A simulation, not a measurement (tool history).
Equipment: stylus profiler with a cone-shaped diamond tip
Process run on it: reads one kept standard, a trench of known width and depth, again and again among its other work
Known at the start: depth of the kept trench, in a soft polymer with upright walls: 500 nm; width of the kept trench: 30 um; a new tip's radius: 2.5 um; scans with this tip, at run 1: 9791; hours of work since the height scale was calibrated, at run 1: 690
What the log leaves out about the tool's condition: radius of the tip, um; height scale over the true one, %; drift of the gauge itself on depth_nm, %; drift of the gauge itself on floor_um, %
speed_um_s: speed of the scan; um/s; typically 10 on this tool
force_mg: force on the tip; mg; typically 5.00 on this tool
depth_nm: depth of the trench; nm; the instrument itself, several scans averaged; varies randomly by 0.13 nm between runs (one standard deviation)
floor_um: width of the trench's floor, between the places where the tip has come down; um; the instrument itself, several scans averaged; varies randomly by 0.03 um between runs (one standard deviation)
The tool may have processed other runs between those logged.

| run | hour | speed_um_s | force_mg | scans with this tip | hours of work since the height scale was calibrated | depth_nm | floor_um |
|---|---|---|---|---|---|---|---|
| 1 | 0.0 | 10 | 5.00 | 9791 | 690 | 506.93 | 26.44 |
| 2 | 101.6 | 10 | 5.00 | 10708 | 755 | 507.05 | 26.36 |
| 3 | 163.1 | 10 | 5.00 | 11262 | 794 | 507.14 | 26.43 |
| 4 | 237.2 | 10 | 5.00 | 11931 | 841 | 507.15 | 26.27 |
| 5 | 292.2 | 10 | 5.00 | 12427 | 876 | 507.08 | 26.30 |
| 6 | 392.6 | 10 | 5.00 | 13333 | 940 | 507.49 | 26.19 |
| 7 | 446.0 | 12 | 5.00 | 13815 | 974 | 507.52 | 26.19 |
| 8 | 513.1 | 12 | 5.00 | 14420 | 1017 | 507.53 | 26.14 |
| 9 | 567.4 | 12 | 5.00 | 14910 | 1051 | 507.51 | 26.12 |
| 10 | 616.9 | 2 | 5.00 | 15357 | 1083 | 507.57 | 26.13 |
| 11 | 708.2 | 2 | 5.58 | 16180 | 1141 | 508.21 | 26.01 |
| 12 | 775.5 | 2 | 5.58 | 16788 | 1184 | 508.04 | 25.95 |
| 13 | 866.3 | 2 | 5.58 | 17607 | 1241 | 508.49 | 25.97 |
| 14 | 919.4 | 14 | 5.00 | 18086 | 1275 | 508.15 | 25.92 |
| 15 | 997.0 | 14 | 5.00 | 18786 | 1324 | 508.32 | 25.91 |
| 16 | 1062.8 | 3 | 3.26 | 19379 | 1366 | 507.09 | 25.91 |
|  | 1080.8 | height scale calibrated on a step standard |
| 17 | 1111.7 | 3 | 2.29 | 19817 | 20 | 503.21 | 25.89 |
| 18 | 1180.0 | 25 | 2.78 | 20433 | 63 | 503.56 | 25.81 |
| 19 | 1269.9 | 22 | 5.00 | 21244 | 120 | 505.44 | 25.76 |
| 20 | 1342.9 | 3 | 1.79 | 21902 | 167 | 503.16 | 25.75 |
| 21 | 1414.6 | 3 | 1.79 | 22550 | 212 | 502.85 | 25.70 |
| 22 | 1464.4 | 3 | 1.79 | 22998 | 244 | 503.28 | 25.65 |
| 23 | 1573.7 | 10 | 1.71 | 23985 | 313 | 503.47 | 25.64 |
| 24 | 1677.2 | 9 | 2.39 | 24918 | 379 | 503.98 | 25.56 |
|  | 1711.6 | new tip fitted, height scale calibrated |
| 25 | 1770.6 | 9 | 7.19 | 532 | 38 | 507.08 | 26.96 |
| 26 | 1877.5 | 9 | 7.19 | 1496 | 105 | 507.21 | 26.93 |
| 27 | 1970.5 | 2 | 4.13 | 2336 | 165 | 505.30 | 26.82 |
| 28 | 2056.5 | 2 | 4.13 | 3112 | 219 | 505.27 | 26.78 |
| 29 | 2156.6 | 23 | 5.00 | 4015 | 283 | 505.99 | 26.73 |

Take each entry between the runs: how does the hidden state at the last listed run before it differ from the hidden state at the first listed run after it?
Between runs 16 and 17: height scale calibrated on a step standard (hour 1080.8)
  radius of the tip, um: 4.46 -> 4.51; height scale over the true one, %: 0.612 -> 0
  measured result minus the result with no hidden state, depth_nm: +3.08 -> +0.00 nm; floor_um: -1.11 -> -1.12 um
Between runs 24 and 25: new tip fitted, height scale calibrated (hour 1711.6)
  radius of the tip, um: 5.07 -> 2.51; height scale over the true one, %: 0.164 -> 0.071
  measured result minus the result with no hidden state, depth_nm: +0.83 -> +0.36 nm; floor_um: -1.39 -> +0.00 um
